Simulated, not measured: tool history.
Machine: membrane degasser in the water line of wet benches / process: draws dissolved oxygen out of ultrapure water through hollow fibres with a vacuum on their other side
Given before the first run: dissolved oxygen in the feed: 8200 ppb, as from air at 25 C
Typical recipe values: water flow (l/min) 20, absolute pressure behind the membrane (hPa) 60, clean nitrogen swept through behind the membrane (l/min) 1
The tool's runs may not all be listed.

run	day	water flow (l/min)	absolute pressure behind the membrane (hPa)	clean nitrogen swept through behind the membrane (l/min)	dissolved oxygen in the water behind the degasser (ppb)	pressure that the water loses in the fibres (hPa)
1	0	20	60	1	146.5	345
2	2.183	20	60	1	149.7	342.7
3	5.071	20	60	1	148.1	344.1
4	7.762	20	60	1	146.5	342.1
5	10.179	20	39.3	1	57.4	346.4
6	13.058	20	39.3	1	56.6	344.1
7	14.679	20	39.3	1	57.6	347.1
8	16.696	20	87.5	1	263.2	344.4
9	18.833	20	60	0.52	240.2	347.7
10	20.133	20	60	0.52	233.6	346
11	22.633	20	60	0.52	234.6	344.1
12	25.025	20	41.8	1	68.3	342.7
13	26.567	20	41.8	1	67.9	347.3
14	29.092	20	41.8	1	68.1	343.6
15	31.267	20	76.2	1	221.1	345.6
16	34.192	20	76.2	1	221.3	344.7
17	35.904	16	84.4	1.07	191.3	275
18	39.067	23	42.3	0.45	139.5	399.4
19	41.467	21	82.1	1.29	213.3	363.7
20	43.592	21	82.1	1.29	213.7	364.4
21	44.975	23	98.4	1.19	317.5	395.1
22	47.979	20	139	1	481.8	347.7
23	50.796	20	58.1	2.5	75.3	344.1
24	53.05	20	58.1	2.5	74.6	346.6
25	56.146	20	60	1.69	100.7	343.6
26	58.038	20	83.2	0.44	464.1	347.2
27	60.029	23	83.2	1.07	280.9	403.5
28	61.942	23	83.2	1.07	273.2	401.4
29	63.712	23	83.2	0.5	483.3	397.3
30	66.162	19	83.2	2.74	107.2	330
31	68.754	13	58	1	85.3	224.3
32	70.712	29	60	1	250.8	503.1

Alternative continuations, all from the tool just after run 32; predict every row:
A	73.542	22	60	0.71	?	?
B	73.542	16	60	1	?	?
C	73.542	20	60	0.74	?	?
D	73.542	14	51.5	1	?	?

run	dissolved oxygen in the water behind the degasser (ppb)	pressure that the water loses in the fibres (hPa)
A	215	380.2
B	113.2	274.2
C	187.1	348.8
D	69.4	241.7
What these runs would have given with no unlogged condition in the tool:
run	dissolved oxygen in the water behind the degasser (ppb)	pressure that the water loses in the fibres (hPa)
A	209.9	373
B	110.5	268.9
C	182.8	342.2
D	67.5	237.1
